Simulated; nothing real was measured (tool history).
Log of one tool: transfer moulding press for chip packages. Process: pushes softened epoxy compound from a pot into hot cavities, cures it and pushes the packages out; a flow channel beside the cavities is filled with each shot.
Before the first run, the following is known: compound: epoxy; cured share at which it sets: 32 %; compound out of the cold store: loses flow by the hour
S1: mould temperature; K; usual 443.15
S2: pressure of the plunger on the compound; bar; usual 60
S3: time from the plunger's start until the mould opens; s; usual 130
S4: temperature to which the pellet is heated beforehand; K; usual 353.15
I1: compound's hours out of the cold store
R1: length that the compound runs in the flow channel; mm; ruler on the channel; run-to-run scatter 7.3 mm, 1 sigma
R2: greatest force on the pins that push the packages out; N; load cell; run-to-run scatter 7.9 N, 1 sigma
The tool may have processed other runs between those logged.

run	hour	S1	S2	S3	S4	I1	R1	R2
1	0	443.15	60	130	353.15	9.6	898	488
# hour 48.1: plunger's sealing rings changed
2	49.5	443.15	60	130	353.15	32.6	946	561
# hour 63.3: cavities cleaned with cleaning compound and waxed
3	85.8	443.15	60	114	353.15	47.1	900	527
4	120.1	443.15	60	130	353.15	40.3	905	505
# hour 153.9: cavities cleaned with cleaning compound and waxed
5	171.2	443.15	60	130	353.15	44.9	884	431
6	204.9	443.15	60	130	353.15	39.4	893	491
# hour 245: cavities cleaned with cleaning compound and waxed
7	247.3	443.15	60	130	353.15	21.9	936	364
8	291.8	443.15	60	130	353.15	15.3	948	522
9	320.4	443.15	60	130	357.15	39.2	886	547
# hour 336.4: cavities cleaned with cleaning compound and waxed
10	355.8	443.15	60	127	353.15	29.3	895	471
# hour 384.4: mould's thermocouples calibrated
11	390.1	443.15	60	127	353.15	17	922	514
12	416	443.15	60	127	353.15	45.7	837	517
# hour 428.5: cavities cleaned with cleaning compound and waxed
13	463.9	443.15	60	127	353.15	23.3	884	490
14	492.2	444.15	60	130	353.15	27.8	868	532
# hour 521.4: cavities cleaned with cleaning compound and waxed
15	536.9	443.15	53.3	156	353.15	11.8	846	398
16	573	443.15	53.3	156	353.15	42.6	772	481
17	595.2	442.15	53.3	156	354.15	47.4	764	519
# hour 611.5: cavities cleaned with cleaning compound and waxed
18	646.3	442.15	53.3	156	355.15	45.3	754	464
19	668.7	442.15	53.3	156	355.15	38.5	770	496
# hour 682.4: plunger's sealing rings changed
20	700.2	443.15	51.9	130	353.15	34.7	878	565
# hour 706.2: cavities cleaned with cleaning compound and waxed
21	737.4	443.15	51.9	130	353.15	32.4	873	476
22	776.2	436.15	56.1	147	360.15	12.8	972	630
# hour 795.8: cavities cleaned with cleaning compound and waxed
23	799.6	436.15	64.4	128	360.15	23.9	1018	497
24	842.3	440.15	60	168	353.15	26.7	938	479
25	874.7	438.15	64.5	151	359.15	41.8	940	532
# hour 886.4: cavities cleaned with cleaning compound and waxed
26	927.3	437.15	64.5	151	356.15	19.8	1002	541
27	971.9	437.15	64.5	155	356.15	43.7	908	555

What if the next run were any one of these 5? Each begins from the tool's condition after run 27:
# hour 978.1: cavities cleaned with cleaning compound and waxed
A	1009.3	446.15	60	130	353.15	19.4	?	?
# hour 978.1: cavities cleaned with cleaning compound and waxed
B	1009.3	443.15	46.9	137	355.15	11.7	?	?
# hour 978.1: cavities cleaned with cleaning compound and waxed
C	1009.3	437.15	64.5	155	356.15	19.4	?	?
# hour 978.1: cavities cleaned with cleaning compound and waxed
D	1009.3	443.15	72.6	130	358.15	35.3	?	?
# hour 978.1: cavities cleaned with cleaning compound and waxed
E	1009.3	443.15	70.6	130	353.15	47.1	?	?

run	R1	R2
A	905	458
B	831	476
C	978	492
D	952	473
E	925	475
What these runs would have given with no unlogged condition in the tool:
run	R1	R2
A	965	330
B	886	340
C	1043	349
D	1015	339
E	986	338
